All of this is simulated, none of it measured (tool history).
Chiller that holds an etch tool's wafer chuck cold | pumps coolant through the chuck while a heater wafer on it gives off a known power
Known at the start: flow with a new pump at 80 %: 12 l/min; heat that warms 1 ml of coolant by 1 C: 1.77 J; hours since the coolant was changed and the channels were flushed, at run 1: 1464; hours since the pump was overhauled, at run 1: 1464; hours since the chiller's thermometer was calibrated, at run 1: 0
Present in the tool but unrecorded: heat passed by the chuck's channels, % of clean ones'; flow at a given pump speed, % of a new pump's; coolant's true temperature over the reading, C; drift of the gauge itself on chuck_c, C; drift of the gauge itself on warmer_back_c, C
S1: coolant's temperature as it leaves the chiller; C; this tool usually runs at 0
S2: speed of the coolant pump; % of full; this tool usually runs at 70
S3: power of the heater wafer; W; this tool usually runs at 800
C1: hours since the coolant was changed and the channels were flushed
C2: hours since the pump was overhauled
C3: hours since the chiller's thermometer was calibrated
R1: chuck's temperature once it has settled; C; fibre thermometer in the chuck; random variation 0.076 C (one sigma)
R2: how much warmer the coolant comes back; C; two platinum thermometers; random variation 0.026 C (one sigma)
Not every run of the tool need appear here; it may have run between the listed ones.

Run 1, day 0.000: usual settings; C1 1464; C2 1464; C3 0. Result: R1 5.58 C, R2 2.67 C.
Run 2, day 0.942: usual settings; C1 1487; C2 1487; C3 23. Result: R1 5.77 C, R2 2.64 C.
Run 3, day 2.067: usual settings; C1 1514; C2 1514; C3 50. Result: R1 5.77 C, R2 2.67 C.
Run 4, day 3.971: usual settings but S1 -2 C; C1 1560; C2 1560; C3 95. Result: R1 3.59 C, R2 2.64 C.
Run 5, day 4.933: usual settings but S1 -2 C; C1 1583; C2 1583; C3 118. Result: R1 3.72 C, R2 2.67 C.
Run 6, day 6.117: usual settings but S2 78 % of full; C1 1611; C2 1611; C3 147. Result: R1 5.14 C, R2 2.39 C.
Run 7, day 7.617: usual settings but S3 647 W; C1 1647; C2 1647; C3 183. Result: R1 4.63 C, R2 2.14 C.
Run 8, day 9.054: usual settings but S3 647 W; C1 1682; C2 1682; C3 217. Result: R1 4.56 C, R2 2.18 C.
Run 9, day 11.208: usual settings but S1 -4 C, S3 769 W; C1 1733; C2 1733; C3 269. Result: R1 1.53 C, R2 2.53 C.
At day 11.417: chiller's thermometer calibrated.
Run 10, day 12.658: usual settings but S1 -4 C, S3 642 W; C1 1767; C2 1767; C3 30. Result: R1 0.62 C, R2 2.10 C.
Run 11, day 13.858: usual settings but S1 -4 C, S2 83 % of full, S3 476 W; C1 1796; C2 1796; C3 59. Result: R1 -1.06 C, R2 1.31 C.
Run 12, day 15.838: usual settings but S2 66 % of full, S3 982 W; C1 1844; C2 1844; C3 106. Result: R1 7.39 C, R2 3.46 C.
Run 13, day 16.992: usual settings but S1 1 C, S2 80 % of full, S3 779 W; C1 1871; C2 1871; C3 134. Result: R1 6.07 C, R2 2.31 C.

Below are 4 alternative next runs, each starting from the tool's condition after run 13. Predict each:
Run A, day 18.992: usual settings but S1 -6 C, S2 80 % of full, S3 1055 W; C1 1919; C2 1919; C3 182. Result: R1 ?, R2 ?.
Run B, day 18.992: usual settings but S1 6 C, S2 80 % of full, S3 731 W; C1 1919; C2 1919; C3 182. Result: R1 ?, R2 ?.
Run C, day 18.992: usual settings but S1 -1 C, S3 1005 W; C1 1919; C2 1919; C3 182. Result: R1 ?, R2 ?.
Run D, day 18.992: usual settings but S1 3 C; C1 1919; C2 1919; C3 182. Result: R1 ?, R2 ?.

run     R1    R2
  A   0.69  3.01
  B  10.64  2.12
  C   6.11  3.38
  D   8.81  2.66
Had the tool no hidden state, the same runs would have come out as:
run     R1    R2
  A   0.42  2.94
  B  10.44  2.06
  C   5.83  3.29
  D   8.58  2.59

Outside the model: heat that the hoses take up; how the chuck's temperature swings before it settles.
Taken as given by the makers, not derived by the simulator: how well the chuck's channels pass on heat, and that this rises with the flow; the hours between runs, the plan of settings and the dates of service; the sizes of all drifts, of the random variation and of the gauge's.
